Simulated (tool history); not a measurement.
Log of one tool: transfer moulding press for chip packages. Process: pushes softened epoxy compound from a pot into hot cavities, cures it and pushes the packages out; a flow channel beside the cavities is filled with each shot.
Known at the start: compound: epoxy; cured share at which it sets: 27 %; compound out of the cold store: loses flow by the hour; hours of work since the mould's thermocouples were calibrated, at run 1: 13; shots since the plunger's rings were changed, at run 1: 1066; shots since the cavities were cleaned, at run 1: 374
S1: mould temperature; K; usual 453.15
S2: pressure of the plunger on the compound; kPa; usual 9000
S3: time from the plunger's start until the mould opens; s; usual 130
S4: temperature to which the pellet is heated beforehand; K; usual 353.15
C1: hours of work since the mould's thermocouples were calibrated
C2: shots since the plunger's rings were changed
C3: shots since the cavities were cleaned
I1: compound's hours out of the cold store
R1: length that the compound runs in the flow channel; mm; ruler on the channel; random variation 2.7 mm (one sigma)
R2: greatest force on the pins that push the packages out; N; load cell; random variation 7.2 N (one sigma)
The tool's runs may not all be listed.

run   hour      S1     S2   S3      S4   C1    C2   C3    I1   R1    R2
  1      0  453.15   9000  130  353.15   13  1066  374  23.1  783   564
  2   14.1  453.15   9000  130  353.15   23  1215  523  32.4  742   573
  3   27.5  453.15  10360  130  353.15   32  1356  664  36.8  776   610
        32  -- cavities cleaned with cleaning compound and waxed
  4   40.5  453.15  10360  130  353.15   40  1477   90   8.4  908   730
  5   50.5  453.15  10360  130  353.15   47  1582  195  34.8  784   726
  6   65.4  453.15  10360  130  353.15   57  1739  352  23.5  837   720
  7   76.6  453.15  10360  130  353.15   65  1857  470  36.6  772   707
  8   85.7  453.15   9000  130  353.15   71  1953  566  38.2  713   697
      99.4  -- cavities cleaned with cleaning compound and waxed
  9    101  453.15   9000  130  353.15   81  2098   17  17.1  798   331
     111.2  -- cavities cleaned with cleaning compound and waxed, once more
 10  116.5  453.15   9000  130  353.15   90  2245   55  15.6  801   354
 11  132.2  453.15   9000  130  353.15  101  2410  220  35.6  718   485
 12  139.5  453.15   9000  130  353.15  106  2487  297  24.5  767   518
 13    149  460.15   9000  130  353.15  113  2587  397  40.4  677   459
 14  160.8  460.15   9000  130  353.15  121  2712  522    13  782   486
 15  174.3  460.15   8690  130  347.15  130  2854  664  42.9  649   503
     179.4  -- cavities cleaned with cleaning compound and waxed
 16  190.9  460.15   8690  130  347.15  141  3013  121  21.9  730   346
 17  200.4  452.15   7180  154  349.15  147  3112  220  40.2  623   417
 18  209.7  447.15   9660  154  350.15  154  3211  319     8  889   610
 19  226.2  454.15   9660  154  356.15  165  3385  493  31.6  743   479
 20  241.5  453.15   8360  130  353.15  175  3545  653  13.1  771   623
     248.1  -- cavities cleaned with cleaning compound and waxed
 21  254.6  453.15   8360  130  353.15  183  3667   68    47  641   363
 22  264.5  453.15   8360  130  353.15  190  3772  173  40.4  663   438
 23  272.9  453.15   8360  130  353.15  196  3860  261  45.1  642   491
 24  287.6  446.15   8360  111  353.15  206  4014  415  35.7  703  1291
 25    304  446.15   8360  111  353.15  217  4187  588  30.9  721  1404
     316.3  -- cavities cleaned with cleaning compound and waxed
 26  319.3  457.15   6860  149  348.15  227  4332   31  34.2  598   258
 27  329.9  461.15   9000  117  362.15  234  4444  143  22.3  717   354
 28  346.5  461.15   9000  117  362.15  246  4619  318  31.7  677   437

Forecast each of these 3 alternatives for the next run:
  A  353.5  453.15  8150  130  347.15  251  4693  392  21.3   ?   ?
  B  353.5  453.15  9000  130  357.15  251  4693  392  18.1   ?   ?
  C  353.5  461.15  8250  150  344.15  251  4693  392  22.4   ?   ?

run   R1   R2
  A  714  601
  B  762  570
  C  683  443
Without the tool's hidden state the same runs would have given:
run   R1   R2
  A  768  324
  B  820  302
  C  735  244
